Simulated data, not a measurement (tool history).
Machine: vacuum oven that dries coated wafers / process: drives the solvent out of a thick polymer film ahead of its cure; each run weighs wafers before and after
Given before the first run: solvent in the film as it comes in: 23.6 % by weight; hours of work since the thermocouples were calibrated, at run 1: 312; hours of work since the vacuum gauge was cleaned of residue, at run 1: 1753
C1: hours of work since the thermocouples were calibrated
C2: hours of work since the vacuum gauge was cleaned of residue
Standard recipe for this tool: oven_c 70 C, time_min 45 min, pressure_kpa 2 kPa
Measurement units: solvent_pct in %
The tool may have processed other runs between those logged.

run 1 day=0 | oven_c=70 time_min=45 pressure_kpa=2 | C1=312 C2=1753 | solvent_pct=5.41
run 2 day=4.121 | oven_c=70 time_min=45 pressure_kpa=2 | C1=370 C2=1810 | solvent_pct=5.42
run 3 day=6.392 | oven_c=70 time_min=45 pressure_kpa=2 | C1=402 C2=1842 | solvent_pct=5.68
run 4 day=9.075 | oven_c=70 time_min=45 pressure_kpa=2 | C1=439 C2=1879 | solvent_pct=5.77
-- day=11.958 vacuum gauge cleaned of residue and calibrated
run 5 day=12.638 | oven_c=70 time_min=45 pressure_kpa=2 | C1=488 C2=9 | solvent_pct=5.6
run 6 day=14.833 | oven_c=70 time_min=45 pressure_kpa=2 | C1=518 C2=40 | solvent_pct=5.66
run 7 day=19.212 | oven_c=70 time_min=45 pressure_kpa=2 | C1=579 C2=101 | solvent_pct=5.67
run 8 day=21.45 | oven_c=70 time_min=45 pressure_kpa=2 | C1=611 C2=132 | solvent_pct=5.53
run 9 day=25.521 | oven_c=70 time_min=46 pressure_kpa=2 | C1=668 C2=189 | solvent_pct=5.47
run 10 day=29.112 | oven_c=70 time_min=45 pressure_kpa=2 | C1=718 C2=239 | solvent_pct=5.76
run 11 day=33.154 | oven_c=70 time_min=54 pressure_kpa=2 | C1=774 C2=296 | solvent_pct=4.61
-- day=35.238 oven's thermocouples calibrated
run 12 day=36.725 | oven_c=70 time_min=54 pressure_kpa=2 | C1=21 C2=344 | solvent_pct=5.04
run 13 day=40.862 | oven_c=70 time_min=54 pressure_kpa=2 | C1=78 C2=402 | solvent_pct=4.99
run 14 day=45.162 | oven_c=83 time_min=59 pressure_kpa=7.18 | C1=138 C2=462 | solvent_pct=2.32
-- day=47.954 oven's thermocouples calibrated, once more
run 15 day=47.954 | oven_c=83 time_min=59 pressure_kpa=7.18 | C1=0 C2=500 | solvent_pct=2.01
run 16 day=50.083 | oven_c=66 time_min=53 pressure_kpa=1.43 | C1=30 C2=530 | solvent_pct=5.95
run 17 day=54.417 | oven_c=66 time_min=26 pressure_kpa=7.29 | C1=90 C2=590 | solvent_pct=12.46
run 18 day=56.675 | oven_c=70 time_min=28 pressure_kpa=3.16 | C1=122 C2=622 | solvent_pct=8.9
run 19 day=60.162 | oven_c=70 time_min=28 pressure_kpa=3.16 | C1=170 C2=670 | solvent_pct=8.83

Run 20 is up next; what results do you expect?
run 20 day=62.233 | oven_c=70 time_min=28 pressure_kpa=3.16 | C1=199 C2=699 | solvent_pct=?

For run 20 the tool returned solvent_pct 8.92 %.
If the tool had no hidden condition, the same run with the same run-to-run variation would have returned solvent_pct 8.53 %.
